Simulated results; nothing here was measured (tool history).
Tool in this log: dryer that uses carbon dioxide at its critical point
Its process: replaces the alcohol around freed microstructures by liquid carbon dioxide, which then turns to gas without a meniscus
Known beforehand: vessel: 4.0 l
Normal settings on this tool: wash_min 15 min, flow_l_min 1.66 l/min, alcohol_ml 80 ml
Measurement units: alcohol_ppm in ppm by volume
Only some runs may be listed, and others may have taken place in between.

Run 1, day 0: usual settings. Result: alcohol_ppm 186 ppm by volume.
Run 2, day 0.242: usual settings but alcohol_ml 26 ml. Result: alcohol_ppm 82 ppm by volume.
Run 3, day 0.492: usual settings but alcohol_ml 74 ml. Result: alcohol_ppm 177 ppm by volume.
At day 0.6: inlet filter changed.
Run 4, day 0.817: usual settings. Result: alcohol_ppm 100 ppm by volume.
Run 5, day 1.204: usual settings. Result: alcohol_ppm 100 ppm by volume.
Run 6, day 1.558: usual settings. Result: alcohol_ppm 95 ppm by volume.
Run 7, day 1.879: usual settings. Result: alcohol_ppm 102 ppm by volume.
Run 8, day 2.254: usual settings. Result: alcohol_ppm 103 ppm by volume.
Run 9, day 2.492: usual settings but alcohol_ml 21 ml. Result: alcohol_ppm 55 ppm by volume.
Run 10, day 2.871: usual settings but alcohol_ml 21 ml. Result: alcohol_ppm 51 ppm by volume.
Run 11, day 3.162: usual settings but flow_l_min 2.44 l/min. Result: alcohol_ppm 43 ppm by volume.
Run 12, day 3.475: usual settings but flow_l_min 2.44 l/min. Result: alcohol_ppm 42 ppm by volume.
Run 13, day 3.65: usual settings. Result: alcohol_ppm 107 ppm by volume.
Run 14, day 4.038: usual settings but flow_l_min 1.2 l/min. Result: alcohol_ppm 355 ppm by volume.
Run 15, day 4.204: usual settings but wash_min 13 min, flow_l_min 2.57 l/min, alcohol_ml 26 ml. Result: alcohol_ppm 37 ppm by volume.
Run 16, day 4.483: usual settings but flow_l_min 1.79 l/min, alcohol_ml 87 ml. Result: alcohol_ppm 93 ppm by volume.
Run 17, day 4.692: usual settings but flow_l_min 1.79 l/min, alcohol_ml 87 ml. Result: alcohol_ppm 95 ppm by volume.
Run 18, day 4.938: usual settings but wash_min 23 min, flow_l_min 1.34 l/min, alcohol_ml 62 ml. Result: alcohol_ppm 59 ppm by volume.
Run 19, day 5.225: usual settings but flow_l_min 1.22 l/min. Result: alcohol_ppm 372 ppm by volume.
Run 20, day 5.612: usual settings but wash_min 18 min. Result: alcohol_ppm 66 ppm by volume.
Run 21, day 5.867: usual settings but flow_l_min 2.53 l/min, alcohol_ml 34 ml. Result: alcohol_ppm 48 ppm by volume.
Run 22, day 6.058: usual settings but flow_l_min 2.66 l/min, alcohol_ml 25 ml. Result: alcohol_ppm 52 ppm by volume.
Run 23, day 6.3: usual settings but flow_l_min 2.66 l/min, alcohol_ml 25 ml. Result: alcohol_ppm 57 ppm by volume.
Run 24, day 6.625: usual settings but wash_min 9 min, flow_l_min 2.66 l/min, alcohol_ml 28 ml. Result: alcohol_ppm 76 ppm by volume.
Run 25, day 6.912: usual settings but wash_min 9 min, flow_l_min 2.66 l/min, alcohol_ml 28 ml. Result: alcohol_ppm 77 ppm by volume.
Run 26, day 7.275: usual settings but flow_l_min 1.21 l/min. Result: alcohol_ppm 409 ppm by volume.
Run 27, day 7.529: usual settings but flow_l_min 1.21 l/min. Result: alcohol_ppm 406 ppm by volume.

Consider 3 possible next runs. They are alternatives, not a sequence: every one starts from the tool as it was left by run 27. What does each give?
Run A, day 7.75: usual settings but wash_min 14 min, flow_l_min 1.13 l/min, alcohol_ml 55 ml. Result: alcohol_ppm ?.
Run B, day 7.75: usual settings but wash_min 9 min, flow_l_min 1.89 l/min. Result: alcohol_ppm ?.
Run C, day 7.75: usual settings but flow_l_min 1.31 l/min, alcohol_ml 38 ml. Result: alcohol_ppm ?.

run  alcohol_ppm
  A          464
  B          539
  C          171
Without the tool's unlogged condition, the same runs would have read:
run  alcohol_ppm
  A          339
  B          394
  C           98
